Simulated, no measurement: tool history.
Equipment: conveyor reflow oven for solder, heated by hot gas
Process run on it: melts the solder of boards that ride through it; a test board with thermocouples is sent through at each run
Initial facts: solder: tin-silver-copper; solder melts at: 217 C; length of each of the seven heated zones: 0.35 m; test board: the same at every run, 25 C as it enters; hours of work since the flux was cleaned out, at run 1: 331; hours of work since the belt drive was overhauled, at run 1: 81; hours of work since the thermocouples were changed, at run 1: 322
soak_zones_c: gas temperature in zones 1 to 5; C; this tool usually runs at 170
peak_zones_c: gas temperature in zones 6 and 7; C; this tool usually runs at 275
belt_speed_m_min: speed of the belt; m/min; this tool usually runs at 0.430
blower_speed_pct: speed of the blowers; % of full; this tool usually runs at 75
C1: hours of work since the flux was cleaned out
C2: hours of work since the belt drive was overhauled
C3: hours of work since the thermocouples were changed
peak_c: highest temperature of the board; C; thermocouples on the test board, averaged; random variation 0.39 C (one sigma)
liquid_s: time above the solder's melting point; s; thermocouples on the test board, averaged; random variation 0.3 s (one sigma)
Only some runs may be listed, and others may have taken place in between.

run 1 hour=0.0 | soak_zones_c=170 peak_zones_c=275 belt_speed_m_min=0.430 blower_speed_pct=75 | C1=331 C2=81 C3=322 | peak_c=259.7 liquid_s=78.4
run 2 hour=5.1 | soak_zones_c=170 peak_zones_c=275 belt_speed_m_min=0.430 blower_speed_pct=75 | C1=335 C2=84 C3=325 | peak_c=259.4 liquid_s=78.7
run 3 hour=10.4 | soak_zones_c=170 peak_zones_c=275 belt_speed_m_min=0.430 blower_speed_pct=73 | C1=338 C2=87 C3=328 | peak_c=259.9 liquid_s=77.3
run 4 hour=15.2 | soak_zones_c=170 peak_zones_c=275 belt_speed_m_min=0.430 blower_speed_pct=73 | C1=341 C2=90 C3=331 | peak_c=259.7 liquid_s=77.9
run 5 hour=22.9 | soak_zones_c=170 peak_zones_c=266 belt_speed_m_min=0.430 blower_speed_pct=75 | C1=346 C2=95 C3=336 | peak_c=252.2 liquid_s=71.7
run 6 hour=30.2 | soak_zones_c=172 peak_zones_c=275 belt_speed_m_min=0.430 blower_speed_pct=75 | C1=350 C2=99 C3=341 | peak_c=260.2 liquid_s=78.9
run 7 hour=37.7 | soak_zones_c=172 peak_zones_c=275 belt_speed_m_min=0.430 blower_speed_pct=75 | C1=355 C2=104 C3=345 | peak_c=260.7 liquid_s=79.2
run 8 hour=44.0 | soak_zones_c=172 peak_zones_c=275 belt_speed_m_min=0.430 blower_speed_pct=75 | C1=359 C2=108 C3=349 | peak_c=261.0 liquid_s=78.7
run 9 hour=51.6 | soak_zones_c=172 peak_zones_c=275 belt_speed_m_min=0.430 blower_speed_pct=75 | C1=363 C2=113 C3=354 | peak_c=260.4 liquid_s=79.0
run 10 hour=60.3 | soak_zones_c=172 peak_zones_c=278 belt_speed_m_min=0.430 blower_speed_pct=75 | C1=369 C2=118 C3=359 | peak_c=263.0 liquid_s=80.9
run 11 hour=65.4 | soak_zones_c=156 peak_zones_c=278 belt_speed_m_min=0.430 blower_speed_pct=75 | C1=372 C2=121 C3=362 | peak_c=260.6 liquid_s=72.7
run 12 hour=74.2 | soak_zones_c=156 peak_zones_c=278 belt_speed_m_min=0.430 blower_speed_pct=75 | C1=378 C2=127 C3=368 | peak_c=260.8 liquid_s=73.4
-- hour=79.7 flux residue cleaned out of gas plates and filters
run 13 hour=84.7 | soak_zones_c=170 peak_zones_c=268 belt_speed_m_min=0.430 blower_speed_pct=75 | C1=3 C2=130 C3=371 | peak_c=257.0 liquid_s=77.2
run 14 hour=88.4 | soak_zones_c=170 peak_zones_c=268 belt_speed_m_min=0.430 blower_speed_pct=75 | C1=5 C2=132 C3=374 | peak_c=256.8 liquid_s=76.8
run 15 hour=94.7 | soak_zones_c=170 peak_zones_c=268 belt_speed_m_min=0.430 blower_speed_pct=81 | C1=9 C2=136 C3=377 | peak_c=257.4 liquid_s=77.6
run 16 hour=102.8 | soak_zones_c=162 peak_zones_c=275 belt_speed_m_min=0.459 blower_speed_pct=77 | C1=14 C2=141 C3=383 | peak_c=260.3 liquid_s=71.2
run 17 hour=106.8 | soak_zones_c=161 peak_zones_c=277 belt_speed_m_min=0.441 blower_speed_pct=68 | C1=17 C2=144 C3=385 | peak_c=261.2 liquid_s=73.6
run 18 hour=114.5 | soak_zones_c=159 peak_zones_c=284 belt_speed_m_min=0.482 blower_speed_pct=71 | C1=22 C2=149 C3=390 | peak_c=265.0 liquid_s=68.7
run 19 hour=123.2 | soak_zones_c=159 peak_zones_c=284 belt_speed_m_min=0.482 blower_speed_pct=71 | C1=27 C2=154 C3=395 | peak_c=264.9 liquid_s=68.5
-- hour=128.0 belt drive overhauled, speed set with a stopwatch
run 20 hour=132.7 | soak_zones_c=170 peak_zones_c=275 belt_speed_m_min=0.448 blower_speed_pct=68 | C1=30 C2=3 C3=399 | peak_c=260.7 liquid_s=74.3
run 21 hour=136.7 | soak_zones_c=170 peak_zones_c=275 belt_speed_m_min=0.486 blower_speed_pct=61 | C1=33 C2=5 C3=401 | peak_c=254.9 liquid_s=64.3
run 22 hour=141.0 | soak_zones_c=172 peak_zones_c=264 belt_speed_m_min=0.486 blower_speed_pct=61 | C1=36 C2=8 C3=404 | peak_c=245.9 liquid_s=57.7
run 23 hour=145.2 | soak_zones_c=160 peak_zones_c=264 belt_speed_m_min=0.486 blower_speed_pct=64 | C1=38 C2=11 C3=406 | peak_c=245.4 liquid_s=51.7
run 24 hour=153.1 | soak_zones_c=160 peak_zones_c=264 belt_speed_m_min=0.465 blower_speed_pct=58 | C1=43 C2=16 C3=411 | peak_c=244.4 liquid_s=53.8
run 25 hour=158.7 | soak_zones_c=160 peak_zones_c=264 belt_speed_m_min=0.465 blower_speed_pct=58 | C1=47 C2=19 C3=415 | peak_c=244.4 liquid_s=53.8
run 26 hour=163.0 | soak_zones_c=170 peak_zones_c=273 belt_speed_m_min=0.506 blower_speed_pct=75 | C1=49 C2=22 C3=417 | peak_c=256.1 liquid_s=63.7
-- hour=169.2 belt drive overhauled, speed set with a stopwatch, once more
run 27 hour=173.5 | soak_zones_c=160 peak_zones_c=272 belt_speed_m_min=0.398 blower_speed_pct=89 | C1=53 C2=3 C3=421 | peak_c=264.3 liquid_s=86.1
run 28 hour=182.0 | soak_zones_c=170 peak_zones_c=275 belt_speed_m_min=0.402 blower_speed_pct=75 | C1=59 C2=8 C3=427 | peak_c=265.3 liquid_s=88.3
run 29 hour=189.1 | soak_zones_c=170 peak_zones_c=275 belt_speed_m_min=0.402 blower_speed_pct=75 | C1=63 C2=12 C3=431 | peak_c=265.5 liquid_s=88.2

Below are 3 alternative next runs, each starting from the tool's condition after run 29. Predict each:
run A hour=196.6 | soak_zones_c=156 peak_zones_c=267 belt_speed_m_min=0.430 blower_speed_pct=75 | C1=68 C2=17 C3=436 | peak_c=? liquid_s=?
run B hour=196.6 | soak_zones_c=170 peak_zones_c=266 belt_speed_m_min=0.414 blower_speed_pct=50 | C1=68 C2=17 C3=436 | peak_c=? liquid_s=?
run C hour=196.6 | soak_zones_c=184 peak_zones_c=284 belt_speed_m_min=0.382 blower_speed_pct=75 | C1=68 C2=17 C3=436 | peak_c=? liquid_s=?

run=A peak_c=254.5 liquid_s=69.1
run=B peak_c=249.4 liquid_s=70.6
run=C peak_c=276.3 liquid_s=105.4
With no hidden state in the tool, these same runs would have given:
run=A peak_c=253.8 liquid_s=68.9
run=B peak_c=248.6 liquid_s=70.0
run=C peak_c=275.4 liquid_s=105.0
